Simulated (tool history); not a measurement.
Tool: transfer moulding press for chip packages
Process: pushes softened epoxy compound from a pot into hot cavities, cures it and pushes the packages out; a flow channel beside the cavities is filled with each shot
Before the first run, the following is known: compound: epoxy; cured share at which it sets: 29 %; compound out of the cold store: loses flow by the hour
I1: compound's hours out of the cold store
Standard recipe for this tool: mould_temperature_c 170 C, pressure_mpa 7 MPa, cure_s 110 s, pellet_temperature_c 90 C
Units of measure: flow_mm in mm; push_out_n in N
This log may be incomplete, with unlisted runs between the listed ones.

Run 1, hour 0: usual settings; I1 42. Result: flow_mm 624 mm, push_out_n 607 N.
Run 2, hour 48: usual settings but mould_temperature_c 176 C; I1 33. Result: flow_mm 641 mm, push_out_n 618 N.
At hour 63: cavities cleaned with cleaning compound and waxed.
Run 3, hour 86.3: usual settings but mould_temperature_c 176 C; I1 16.9. Result: flow_mm 706 mm, push_out_n 738 N.
Run 4, hour 123.6: usual settings; I1 38.8. Result: flow_mm 633 mm, push_out_n 891 N.
At hour 153.5: cavities cleaned with cleaning compound and waxed.
Run 5, hour 156.8: usual settings but cure_s 114 s; I1 8.8. Result: flow_mm 765 mm, push_out_n 489 N.
Run 6, hour 182.5: usual settings but cure_s 114 s; I1 13.1. Result: flow_mm 740 mm, push_out_n 633 N.
At hour 204.1: cavities cleaned with cleaning compound and waxed, once more.
At hour 245.4: plunger's sealing rings changed.
Run 7, hour 249.5: usual settings but cure_s 114 s; I1 9.9. Result: flow_mm 784 mm, push_out_n 658 N.
Run 8, hour 280.2: usual settings but cure_s 114 s; I1 10. Result: flow_mm 776 mm, push_out_n 784 N.
At hour 299.4: cavities cleaned with cleaning compound and waxed.
Run 9, hour 337.5: usual settings but cure_s 114 s; I1 14.3. Result: flow_mm 749 mm, push_out_n 655 N.
At hour 391.4: cavities cleaned with cleaning compound and waxed.
Run 10, hour 392.4: usual settings but cure_s 133 s; I1 33.6. Result: flow_mm 665 mm, push_out_n 425 N.
Run 11, hour 434.6: usual settings but cure_s 133 s; I1 22.8. Result: flow_mm 710 mm, push_out_n 589 N.
At hour 479.9: cavities cleaned with cleaning compound and waxed.
Run 12, hour 479.9: usual settings but cure_s 133 s; I1 36.8. Result: flow_mm 649 mm, push_out_n 400 N.
Run 13, hour 510.2: usual settings but cure_s 133 s; I1 25.3. Result: flow_mm 694 mm, push_out_n 544 N.
At hour 570.2: cavities cleaned with cleaning compound and waxed.
Run 14, hour 574: usual settings but mould_temperature_c 164 C, cure_s 128 s; I1 22.8. Result: flow_mm 735 mm, push_out_n 617 N.
Run 15, hour 626.1: usual settings but mould_temperature_c 168 C, cure_s 104 s; I1 42.9. Result: flow_mm 625 mm, push_out_n 825 N.

Forecast run 16:
Run 16, hour 652.8: usual settings but mould_temperature_c 168 C, cure_s 104 s; I1 8.3. Result: flow_mm ?, push_out_n ?.

Run 16 yielded flow_mm 779 mm, push_out_n 1030 N.
The same run, on a tool lacking any hidden state, would have yielded flow_mm 801 mm, push_out_n 601 N.

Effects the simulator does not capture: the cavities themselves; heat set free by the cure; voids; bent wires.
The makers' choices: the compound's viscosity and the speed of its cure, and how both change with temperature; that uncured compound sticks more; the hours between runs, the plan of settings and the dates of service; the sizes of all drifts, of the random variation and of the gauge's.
